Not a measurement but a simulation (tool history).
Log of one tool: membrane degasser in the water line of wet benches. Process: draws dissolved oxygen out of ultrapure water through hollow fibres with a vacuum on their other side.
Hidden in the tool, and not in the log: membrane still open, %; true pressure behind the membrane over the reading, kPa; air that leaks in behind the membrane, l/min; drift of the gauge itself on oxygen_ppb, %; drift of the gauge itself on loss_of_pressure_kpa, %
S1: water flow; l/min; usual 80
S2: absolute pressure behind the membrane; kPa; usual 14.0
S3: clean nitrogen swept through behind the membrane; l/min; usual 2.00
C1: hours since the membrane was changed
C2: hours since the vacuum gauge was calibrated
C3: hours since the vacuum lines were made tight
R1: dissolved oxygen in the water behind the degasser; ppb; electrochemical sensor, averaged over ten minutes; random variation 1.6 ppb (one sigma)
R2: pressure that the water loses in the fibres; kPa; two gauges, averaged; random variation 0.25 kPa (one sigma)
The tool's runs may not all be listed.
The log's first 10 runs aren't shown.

| run | hour | S1 | S2 | S3 | C1 | C2 | C3 | R1 | R2 |
|---|---|---|---|---|---|---|---|---|---|
| 11 | 1223.3 | 80 | 14.0 | 2.00 | 4620 | 2873 | 1599 | 840.0 | 65.65 |
| 12 | 1355.6 | 54 | 14.0 | 2.00 | 4752 | 3005 | 1731 | 594.9 | 44.10 |
|  | 1448.5 | vacuum gauge calibrated |
| 13 | 1478.9 | 54 | 14.0 | 2.00 | 4875 | 30 | 1854 | 597.4 | 44.67 |
| 14 | 1571.2 | 54 | 14.0 | 2.00 | 4967 | 123 | 1947 | 598.0 | 44.59 |
| 15 | 1663.5 | 54 | 14.0 | 2.00 | 5060 | 215 | 2039 | 596.7 | 44.47 |
| 16 | 1731.0 | 54 | 14.0 | 2.00 | 5127 | 283 | 2106 | 595.9 | 44.32 |
| 17 | 1866.4 | 90 | 31.6 | 5.11 | 5263 | 418 | 2242 | 1069.5 | 73.59 |
| 18 | 1974.6 | 54 | 31.6 | 0.98 | 5371 | 526 | 2350 | 2296.8 | 44.45 |
| 19 | 2055.5 | 54 | 31.6 | 0.98 | 5452 | 607 | 2431 | 2298.2 | 44.46 |
| 20 | 2173.0 | 54 | 29.3 | 0.90 | 5569 | 725 | 2548 | 2271.8 | 44.33 |
| 21 | 2250.1 | 66 | 31.2 | 2.00 | 5646 | 802 | 2625 | 1633.7 | 54.47 |
| 22 | 2324.2 | 83 | 18.6 | 2.00 | 5720 | 876 | 2700 | 1178.9 | 68.45 |
| 23 | 2429.3 | 68 | 20.9 | 2.00 | 5825 | 981 | 2805 | 1134.0 | 55.95 |
| 24 | 2522.7 | 68 | 20.9 | 2.00 | 5919 | 1074 | 2898 | 1131.5 | 55.66 |
| 25 | 2605.9 | 68 | 20.9 | 2.00 | 6002 | 1157 | 2981 | 1136.3 | 55.78 |
| 26 | 2697.5 | 68 | 20.9 | 2.00 | 6094 | 1249 | 3073 | 1132.9 | 55.66 |
| 27 | 2843.5 | 86 | 22.1 | 3.90 | 6240 | 1395 | 3219 | 893.1 | 70.46 |
| 28 | 2953.5 | 86 | 22.1 | 1.88 | 6350 | 1505 | 3329 | 1511.2 | 70.38 |
| 29 | 3018.4 | 72 | 25.4 | 1.10 | 6414 | 1570 | 3394 | 2124.8 | 59.47 |
|  | 3074.7 | gauge calibrated |
| 30 | 3169.3 | 80 | 15.9 | 2.88 | 6565 | 1721 | 3545 | 732.7 | 65.82 |
| 31 | 3275.7 | 84 | 15.9 | 0.99 | 6672 | 1827 | 3651 | 1568.0 | 69.14 |
| 32 | 3341.3 | 84 | 15.9 | 0.99 | 6737 | 1893 | 3717 | 1573.1 | 69.50 |

3 ways to go on from here, each from the tool as it stands after run 32. What would each give?
| A | 3432.1 | 84 | 15.9 | 5.77 | 6828 | 1984 | 3808 | ? | ? |
| B | 3432.1 | 94 | 27.5 | 1.09 | 6828 | 1984 | 3808 | ? | ? |
| C | 3432.1 | 80 | 12.4 | 2.00 | 6828 | 1984 | 3808 | ? | ? |

| run | R1 | R2 |
|---|---|---|
| A | 454.6 | 68.94 |
| B | 2659.1 | 77.21 |
| C | 724.2 | 65.61 |
Without the tool's hidden state the same runs would have given:
| run | R1 | R2 |
|---|---|---|
| A | 453.4 | 68.87 |
| B | 2653.8 | 77.13 |
| C | 722.5 | 65.54 |
